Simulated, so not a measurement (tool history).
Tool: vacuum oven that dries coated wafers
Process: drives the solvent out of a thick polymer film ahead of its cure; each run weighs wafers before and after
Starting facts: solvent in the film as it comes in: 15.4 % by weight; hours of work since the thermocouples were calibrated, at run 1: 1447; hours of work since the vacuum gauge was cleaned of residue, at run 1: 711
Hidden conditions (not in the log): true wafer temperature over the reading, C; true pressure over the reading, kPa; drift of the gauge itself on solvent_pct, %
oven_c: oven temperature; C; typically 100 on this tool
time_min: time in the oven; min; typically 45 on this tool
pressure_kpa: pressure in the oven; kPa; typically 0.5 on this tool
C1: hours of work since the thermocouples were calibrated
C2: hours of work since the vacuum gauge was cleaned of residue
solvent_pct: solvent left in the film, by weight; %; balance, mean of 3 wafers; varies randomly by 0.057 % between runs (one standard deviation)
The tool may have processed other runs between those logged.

Run 1, hour 0: usual settings; C1 1447; C2 711. Result: solvent_pct 3.29 %.
Run 2, hour 44.4: usual settings; C1 1469; C2 733. Result: solvent_pct 3.27 %.
Run 3, hour 81.2: usual settings; C1 1488; C2 752. Result: solvent_pct 3.29 %.
Run 4, hour 129.2: usual settings; C1 1512; C2 775. Result: solvent_pct 3.28 %.
Run 5, hour 149: usual settings; C1 1522; C2 785. Result: solvent_pct 3.21 %.
Run 6, hour 196.6: usual settings; C1 1545; C2 809. Result: solvent_pct 3.31 %.
Run 7, hour 227.8: usual settings; C1 1561; C2 825. Result: solvent_pct 3.34 %.
Run 8, hour 274.4: usual settings; C1 1584; C2 848. Result: solvent_pct 3.22 %.
Run 9, hour 303.9: usual settings; C1 1599; C2 862. Result: solvent_pct 3.29 %.
Run 10, hour 326.7: usual settings but oven_c 88 C; C1 1610; C2 874. Result: solvent_pct 7.18 %.
Run 11, hour 373.1: usual settings but oven_c 88 C, pressure_kpa 0.512 kPa; C1 1633; C2 897. Result: solvent_pct 7.36 %.
Run 12, hour 398: usual settings but oven_c 88 C, pressure_kpa 0.512 kPa; C1 1645; C2 909. Result: solvent_pct 7.49 %.
Run 13, hour 437.9: usual settings but oven_c 88 C, pressure_kpa 0.512 kPa; C1 1665; C2 929. Result: solvent_pct 7.38 %.
Run 14, hour 471.2: usual settings but oven_c 91 C, pressure_kpa 0.286 kPa; C1 1682; C2 946. Result: solvent_pct 6.05 %.
At hour 497: oven's thermocouples calibrated.
Run 15, hour 515.6: usual settings but oven_c 87 C, pressure_kpa 0.518 kPa; C1 9; C2 967. Result: solvent_pct 7.08 %.
Run 16, hour 547.4: usual settings but oven_c 92 C; C1 25; C2 983. Result: solvent_pct 5.44 %.
Run 17, hour 586.1: usual settings but oven_c 91 C, pressure_kpa 1.019 kPa; C1 44; C2 1002. Result: solvent_pct 6.56 %.
Run 18, hour 612.4: usual settings but oven_c 91 C, pressure_kpa 1.019 kPa; C1 57; C2 1015. Result: solvent_pct 6.46 %.
Run 19, hour 635: usual settings but oven_c 91 C, pressure_kpa 1.019 kPa; C1 69; C2 1026. Result: solvent_pct 6.5 %.
Run 20, hour 655.2: usual settings but oven_c 105 C, time_min 29 min, pressure_kpa 0.294 kPa; C1 79; C2 1036. Result: solvent_pct 2.68 %.
Run 21, hour 687.9: usual settings but oven_c 89 C, time_min 42 min, pressure_kpa 0.299 kPa; C1 95; C2 1053. Result: solvent_pct 6.23 %.
Run 22, hour 719.5: usual settings but oven_c 88 C, time_min 37 min, pressure_kpa 1.154 kPa; C1 111; C2 1068. Result: solvent_pct 8.49 %.
Run 23, hour 764.1: usual settings but oven_c 88 C, time_min 37 min, pressure_kpa 1.154 kPa; C1 133; C2 1090. Result: solvent_pct 8.78 %.
Run 24, hour 799.3: usual settings but time_min 34 min; C1 150; C2 1108. Result: solvent_pct 3.86 %.
Run 25, hour 844.5: usual settings but oven_c 103 C, time_min 78 min, pressure_kpa 0.713 kPa; C1 173; C2 1130. Result: solvent_pct 1.49 %.
Run 26, hour 887.8: usual settings but oven_c 111 C, time_min 72 min; C1 195; C2 1152. Result: solvent_pct 0.74 %.

What if the next run were any one of these 4? Each begins from the tool's condition after run 26:
Run A, hour 934.8: usual settings but oven_c 98 C, time_min 72 min, pressure_kpa 1.487 kPa; C1 218; C2 1175. Result: solvent_pct ?.
Run B, hour 934.8: usual settings but oven_c 89 C, time_min 44 min, pressure_kpa 0.519 kPa; C1 218; C2 1175. Result: solvent_pct ?.
Run C, hour 934.8: usual settings but oven_c 102 C, time_min 72 min, pressure_kpa 1.431 kPa; C1 218; C2 1175. Result: solvent_pct ?.
Run D, hour 934.8: usual settings but oven_c 110 C, time_min 61 min; C1 218; C2 1175. Result: solvent_pct ?.

run  solvent_pct
  A         3.84
  B         6.67
  C         2.84
  D         0.98
Take away the tool's hidden state, keep each run's random variation, and the runs would have read:
run  solvent_pct
  A         3.58
  B          6.4
  C         2.61
  D         0.81
